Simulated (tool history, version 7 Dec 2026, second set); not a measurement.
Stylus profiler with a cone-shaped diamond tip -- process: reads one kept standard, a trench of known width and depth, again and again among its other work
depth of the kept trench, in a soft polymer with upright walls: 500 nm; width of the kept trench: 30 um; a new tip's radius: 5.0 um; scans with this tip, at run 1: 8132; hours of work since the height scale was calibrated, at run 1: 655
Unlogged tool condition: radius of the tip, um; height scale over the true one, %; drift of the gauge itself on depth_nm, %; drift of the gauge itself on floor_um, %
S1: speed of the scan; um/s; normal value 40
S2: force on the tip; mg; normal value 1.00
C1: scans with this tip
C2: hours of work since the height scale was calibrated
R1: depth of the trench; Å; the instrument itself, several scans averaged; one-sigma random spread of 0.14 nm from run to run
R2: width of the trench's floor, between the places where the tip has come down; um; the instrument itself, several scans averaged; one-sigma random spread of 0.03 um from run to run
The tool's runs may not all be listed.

Run 1, day 0.000: usual settings; C1 8132; C2 655. Result: R1 5027.1 Å, R2 24.27 um.
Run 2, day 4.721: usual settings; C1 9016; C2 726. Result: R1 5023.8 Å, R2 24.13 um.
Run 3, day 7.779: usual settings; C1 9589; C2 772. Result: R1 5021.2 Å, R2 24.14 um.
Run 4, day 11.196: usual settings but S2 1.63 mg; C1 10228; C2 824. Result: R1 5035.7 Å, R2 24.06 um.
Run 5, day 14.404: usual settings but S2 1.63 mg; C1 10829; C2 872. Result: R1 5039.8 Å, R2 23.97 um.
At day 14.888: height scale calibrated on a step standard.
Run 6, day 19.146: usual settings but S1 34 um/s, S2 0.65 mg; C1 11713; C2 64. Result: R1 5000.3 Å, R2 23.83 um.
Run 7, day 22.250: usual settings but S1 34 um/s, S2 0.65 mg; C1 12295; C2 111. Result: R1 4999.6 Å, R2 23.73 um.
Run 8, day 25.862: usual settings but S1 20 um/s, S2 0.99 mg; C1 12971; C2 166. Result: R1 5006.4 Å, R2 23.76 um.

Estimate the outcome of run 9 from the log above:
Run 9, day 28.912: usual settings but S1 20 um/s, S2 0.95 mg; C1 13543; C2 212. Result: R1 ?, R2 ?.

Logged for run 9: R1 5004.4 Å, R2 23.70 um.
Were there no unlogged condition in the tool, this run, its random variation unchanged, would have produced R1 5037.6 Å, R2 25.57 um.

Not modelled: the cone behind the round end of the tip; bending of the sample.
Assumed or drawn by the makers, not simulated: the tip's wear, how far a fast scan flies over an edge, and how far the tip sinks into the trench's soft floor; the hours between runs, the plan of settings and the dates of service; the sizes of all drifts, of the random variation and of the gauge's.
